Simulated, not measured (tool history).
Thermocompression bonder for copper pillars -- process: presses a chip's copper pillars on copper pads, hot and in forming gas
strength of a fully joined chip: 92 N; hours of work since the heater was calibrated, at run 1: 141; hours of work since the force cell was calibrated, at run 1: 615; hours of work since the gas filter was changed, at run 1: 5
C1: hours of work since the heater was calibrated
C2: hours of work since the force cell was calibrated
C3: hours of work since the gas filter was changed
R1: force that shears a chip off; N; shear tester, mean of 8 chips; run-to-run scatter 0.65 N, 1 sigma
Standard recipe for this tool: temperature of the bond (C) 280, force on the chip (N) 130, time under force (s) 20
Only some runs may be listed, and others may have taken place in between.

{"run": 1, "hour": 0.0, "temperature of the bond (C)": 280, "force on the chip (N)": 130, "time under force (s)": 20, "C1": 141, "C2": 615, "C3": 5, "R1": 55.2}
{"run": 2, "hour": 33.5, "temperature of the bond (C)": 280, "force on the chip (N)": 130, "time under force (s)": 11, "C1": 167, "C2": 641, "C3": 31, "R1": 44.7}
{"run": 3, "hour": 72.4, "temperature of the bond (C)": 261, "force on the chip (N)": 130, "time under force (s)": 11, "C1": 197, "C2": 671, "C3": 62, "R1": 33.9}
{"run": 4, "hour": 109.7, "temperature of the bond (C)": 261, "force on the chip (N)": 130, "time under force (s)": 11, "C1": 226, "C2": 700, "C3": 90, "R1": 33.3}
{"run": 5, "hour": 149.3, "temperature of the bond (C)": 261, "force on the chip (N)": 130, "time under force (s)": 11, "C1": 256, "C2": 731, "C3": 121, "R1": 32.8}
{"run": 6, "hour": 192.6, "temperature of the bond (C)": 261, "force on the chip (N)": 130, "time under force (s)": 49, "C1": 290, "C2": 765, "C3": 155, "R1": 54.5}
{"run": 7, "hour": 220.9, "temperature of the bond (C)": 261, "force on the chip (N)": 90, "time under force (s)": 21, "C1": 312, "C2": 787, "C3": 177, "R1": 34.3}
{"hour": 227.0, "done": "forming gas filter changed"}
{"run": 8, "hour": 244.8, "temperature of the bond (C)": 273, "force on the chip (N)": 79, "time under force (s)": 11, "C1": 330, "C2": 805, "C3": 14, "R1": 32.1}
{"run": 9, "hour": 275.8, "temperature of the bond (C)": 273, "force on the chip (N)": 79, "time under force (s)": 11, "C1": 354, "C2": 829, "C3": 38, "R1": 32.2}
{"run": 10, "hour": 316.3, "temperature of the bond (C)": 267, "force on the chip (N)": 79, "time under force (s)": 14, "C1": 386, "C2": 860, "C3": 69, "R1": 30.6}
{"run": 11, "hour": 349.8, "temperature of the bond (C)": 267, "force on the chip (N)": 79, "time under force (s)": 14, "C1": 412, "C2": 886, "C3": 95, "R1": 30.4}

Measured less the same run without the tool's hidden state. The same run-to-run variation is in both; the gauge's scatter may not be:
Hidden state present: true temperature of the bond over the reading, C; force that reaches the chip, % of what is set; oxide that the forming gas leaves, % of the face; drift of the gauge itself on shear_n, %.
run=1 R1=-1.7
run=2 R1=-2.3
run=3 R1=-2.7
run=4 R1=-3.2
run=5 R1=-4.0
run=6 R1=-6.7
run=7 R1=-5.5
run=8 R1=-2.9
run=9 R1=-3.3
run=10 R1=-3.9
run=11 R1=-4.5

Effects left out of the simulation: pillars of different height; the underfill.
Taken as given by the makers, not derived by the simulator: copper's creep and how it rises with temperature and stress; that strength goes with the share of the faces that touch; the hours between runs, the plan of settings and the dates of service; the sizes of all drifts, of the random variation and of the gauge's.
